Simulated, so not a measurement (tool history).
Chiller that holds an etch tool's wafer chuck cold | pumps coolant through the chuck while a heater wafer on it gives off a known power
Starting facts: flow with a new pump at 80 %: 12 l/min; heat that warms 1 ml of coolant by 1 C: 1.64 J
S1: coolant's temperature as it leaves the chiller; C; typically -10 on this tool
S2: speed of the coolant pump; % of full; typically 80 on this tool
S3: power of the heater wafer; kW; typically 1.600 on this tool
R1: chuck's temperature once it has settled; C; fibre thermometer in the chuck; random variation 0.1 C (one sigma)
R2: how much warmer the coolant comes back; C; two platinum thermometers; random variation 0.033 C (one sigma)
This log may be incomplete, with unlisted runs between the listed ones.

Run 1, hour 0.0: usual settings. Result: R1 1.3 C, R2 5.06 C.
Run 2, hour 31.0: usual settings. Result: R1 1.1 C, R2 5.02 C.
Run 3, hour 60.9: usual settings. Result: R1 1.1 C, R2 5.05 C.
Run 4, hour 101.6: usual settings. Result: R1 1.1 C, R2 5.02 C.
Run 5, hour 142.9: usual settings. Result: R1 1.1 C, R2 5.06 C.
Run 6, hour 164.8: usual settings but S2 72 % of full. Result: R1 2.1 C, R2 5.53 C.
Run 7, hour 189.4: usual settings but S2 72 % of full. Result: R1 2.2 C, R2 5.63 C.
Run 8, hour 228.5: usual settings but S1 -18 C. Result: R1 -6.6 C, R2 5.07 C.
Run 9, hour 259.5: usual settings but S1 -18 C. Result: R1 -6.9 C, R2 5.05 C.
Run 10, hour 286.1: usual settings but S1 -18 C, S3 1.289 kW. Result: R1 -9.1 C, R2 4.07 C.
At hour 290.3: chiller's thermometer calibrated.
Run 11, hour 310.2: usual settings but S1 -18 C, S3 1.289 kW. Result: R1 -9.1 C, R2 4.06 C.
Run 12, hour 348.8: usual settings but S1 -18 C, S3 1.289 kW. Result: R1 -9.3 C, R2 4.06 C.
Run 13, hour 387.9: usual settings. Result: R1 1.3 C, R2 5.15 C.
Run 14, hour 425.0: usual settings. Result: R1 1.1 C, R2 5.04 C.
Run 15, hour 453.6: usual settings but S1 -5 C, S3 1.947 kW. Result: R1 8.7 C, R2 6.22 C.
Run 16, hour 499.0: usual settings but S1 -11 C, S2 62 % of full. Result: R1 3.0 C, R2 6.45 C.
Run 17, hour 538.4: usual settings but S1 -11 C, S2 62 % of full. Result: R1 3.0 C, R2 6.53 C.
At hour 580.2: chiller's thermometer calibrated, once more.
Run 18, hour 580.2: usual settings but S1 -1 C, S2 71 % of full, S3 1.829 kW. Result: R1 13.5 C, R2 6.54 C.
Run 19, hour 628.5: usual settings but S1 -9 C, S2 76 % of full, S3 0.951 kW. Result: R1 -1.9 C, R2 3.17 C.
Run 20, hour 662.4: usual settings but S1 -2 C, S2 88 % of full, S3 0.951 kW. Result: R1 4.3 C, R2 2.80 C.
Run 21, hour 709.5: usual settings but S1 -2 C, S2 77 % of full, S3 0.964 kW. Result: R1 5.2 C, R2 3.16 C.
Run 22, hour 746.0: usual settings but S1 -2 C, S2 77 % of full, S3 0.964 kW. Result: R1 5.2 C, R2 3.19 C.
Run 23, hour 795.7: usual settings but S1 -2 C, S2 77 % of full, S3 0.964 kW. Result: R1 5.2 C, R2 3.19 C.
Run 24, hour 823.8: usual settings but S1 -11 C, S2 96 % of full. Result: R1 -1.2 C, R2 4.30 C.
Run 25, hour 862.2: usual settings but S1 -11 C, S2 96 % of full. Result: R1 -1.1 C, R2 4.22 C.
Run 26, hour 882.9: usual settings but S1 -11 C, S2 96 % of full. Result: R1 -1.2 C, R2 4.21 C.
Run 27, hour 932.5: usual settings but S1 -11 C, S2 96 % of full. Result: R1 -1.0 C, R2 4.27 C.
Run 28, hour 957.0: usual settings but S1 -11 C, S2 96 % of full. Result: R1 -0.9 C, R2 4.31 C.

A few steps of R1 between consecutive runs. Split each: what settings, incoming material and random variation would produce without the hidden state, and what is left over for the hidden state, along with gauge scatter present in only one of the two compared results (measured, and without hidden state):
What the log doesn't record here: heat passed by the chuck's channels, % of clean ones'; flow at a given pump speed, % of a new pump's; coolant's true temperature over the reading, C; drift of the gauge itself on chuck_c, C; drift of the gauge itself on warmer_back_c, C.
Run 12 -> 13: S1 -18 -> -10, S3 1.289 -> 1.600. R1 +10.6 C: hidden state +0.2, all else +10.4.
Run 17 -> 18: S1 -11 -> -1, S2 62 -> 71, S3 1.600 -> 1.829, chiller's thermometer calibrated, once more. R1 +10.5 C: hidden state +0.4, all else +10.1.
Run 18 -> 19: S1 -1 -> -9, S2 71 -> 76, S3 1.829 -> 0.951. R1 -15.4 C: hidden state -0.7, all else -14.7.

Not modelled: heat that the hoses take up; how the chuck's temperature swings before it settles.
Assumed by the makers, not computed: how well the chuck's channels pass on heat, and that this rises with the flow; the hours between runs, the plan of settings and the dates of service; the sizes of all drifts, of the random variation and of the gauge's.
